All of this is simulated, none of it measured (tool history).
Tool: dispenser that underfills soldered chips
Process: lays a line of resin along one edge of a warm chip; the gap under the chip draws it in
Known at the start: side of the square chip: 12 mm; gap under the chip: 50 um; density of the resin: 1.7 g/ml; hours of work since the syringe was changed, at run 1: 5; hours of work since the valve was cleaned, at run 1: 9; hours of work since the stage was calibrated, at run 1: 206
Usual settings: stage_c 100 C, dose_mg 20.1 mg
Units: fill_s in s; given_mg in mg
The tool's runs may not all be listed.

run   hour  stage_c  dose_mg  hours of work since the syringe was changed  hours of work since the valve was cleaned  hours of work since the stage was calibrated  fill_s  given_mg
  1    0.0      100     20.1                                            5                                          9                                           206   184.1     19.98
       6.6  -- new syringe of resin
  2    7.5      100     20.1                                            1                                         15                                           211   149.5     19.88
  3   12.9      100     20.1                                            5                                         19                                           216   198.1     19.69
      18.2  -- new syringe of resin
  4   18.8      100     20.1                                            1                                         23                                           220   145.1     19.74
  5   25.6      100     20.1                                            6                                         29                                           226   202.4     19.69
      30.4  -- new syringe of resin
  6   34.1      100     20.1                                            3                                         35                                           232   169.9     19.53
  7   39.6      100     20.1                                            7                                         40                                           237   220.4     19.49
      41.9  -- new syringe of resin
      42.9  -- dispensing valve cleaned and set on the balance
  8   47.5      100     20.4                                            4                                          4                                           242   177.4     20.21
  9   53.2      100     20.4                                            8                                          8                                           246   228.2     20.30
      54.9  -- new syringe of resin
 10   60.2      100     20.4                                            4                                         14                                           252   187.5     20.14
      66.4  -- new syringe of resin
 11   68.6      100     20.4                                            2                                         20                                           258   163.5     19.84
 12   73.9      100     20.4                                            6                                         24                                           262   210.2     20.01
      78.1  -- new syringe of resin
 13   82.0      100     20.4                                            3                                         30                                           268   179.5     19.81
 14   87.2      100     20.1                                            7                                         35                                           273   227.8     19.64
      89.8  -- new syringe of resin
 15   92.6      100     20.1                                            2                                         39                                           277   166.3     19.62
      97.6  -- dispensing valve cleaned and set on the balance
 16   99.7      111     20.1                                            7                                          2                                           282   142.6     20.16
     102.5  -- new syringe of resin
 17  109.2       99     20.1                                            5                                          9                                           289   207.1     19.93
     114.0  -- new syringe of resin
 18  115.7       99     20.1                                            1                                         14                                           294   162.5     19.88
 19  124.7       93     20.1                                            9                                         21                                           301   319.5     19.82
     125.9  -- new syringe of resin
 20  130.3       98     20.1                                            3                                         25                                           305   195.7     19.60
 21  137.0      106     24.2                                            9                                         31                                           310   191.2     23.61
     137.8  -- new syringe of resin
 22  142.6      111     23.2                                            4                                         35                                           315   118.7     22.56
 23  148.8      100     23.0                                            9                                         40                                           320   248.2     22.19
     150.0  -- new syringe of resin
     152.2  -- dispensing valve cleaned and set on the balance
 24  157.0       96     25.5                                            5                                          4                                           325   220.7     25.49
 25  162.1       87     25.9                                            9                                          8                                           329   426.6     25.58
     163.0  -- new syringe of resin
 26  166.3       86     22.6                                            3                                         11                                           332   302.9     22.31
     174.6  -- new syringe of resin
 27  176.1      106     17.9                                            1                                         19                                           340   126.6     17.64
 28  184.2      102     23.6                                            8                                         25                                           346   212.2     23.29
     186.4  -- new syringe of resin
 29  193.2      102     23.6                                            5                                         32                                           353   183.4     23.09
 30  197.3       89     25.0                                            9                                         35                                           356   379.6     24.16
     198.1  -- new syringe of resin
     206.6  -- dispensing valve cleaned and set on the balance
 31  206.7       89     19.0                                            6                                          0                                           363   338.9     18.91
     210.7  -- new syringe of resin
 32  214.6       99     20.7                                            3                                          6                                           369   183.4     20.51
 33  221.1      113     17.8                                            8                                         11                                           374   149.4     17.57
     222.2  -- new syringe of resin
 34  226.8      113     17.8                                            4                                         16                                           378   112.2     17.61

Some steps in fill_s between neighbouring runs. How much of each would the tool show without its hidden state too (settings, what came in, random variation), and how much is left for the hidden state, with any gauge scatter that isn't in both results?
The hidden state here: resin's viscosity, % of fresh resin's; dose that the valve gives, % of what is set; true chip temperature over the reading, C; drift of the gauge itself on fill_s, %; drift of the gauge itself on given_mg, %.
Run 18 -> 19: stage_c 99 -> 93. fill_s +157.0 s: hidden state +119.3, all else +37.7.
Run 24 -> 25: stage_c 96 -> 87, dose_mg 25.5 -> 25.9. fill_s +205.9 s: hidden state +128.2, all else +77.7.
Run 25 -> 26: stage_c 87 -> 86, dose_mg 25.9 -> 22.6, new syringe of resin. fill_s -123.7 s: hidden state -127.8, all else +4.1.
Run 26 -> 27: stage_c 86 -> 106, dose_mg 22.6 -> 17.9, new syringe of resin. fill_s -176.3 s: hidden state -47.4, all else -128.9.
Run 29 -> 30: stage_c 102 -> 89, dose_mg 23.6 -> 25.0. fill_s +196.2 s: hidden state +110.8, all else +85.4.
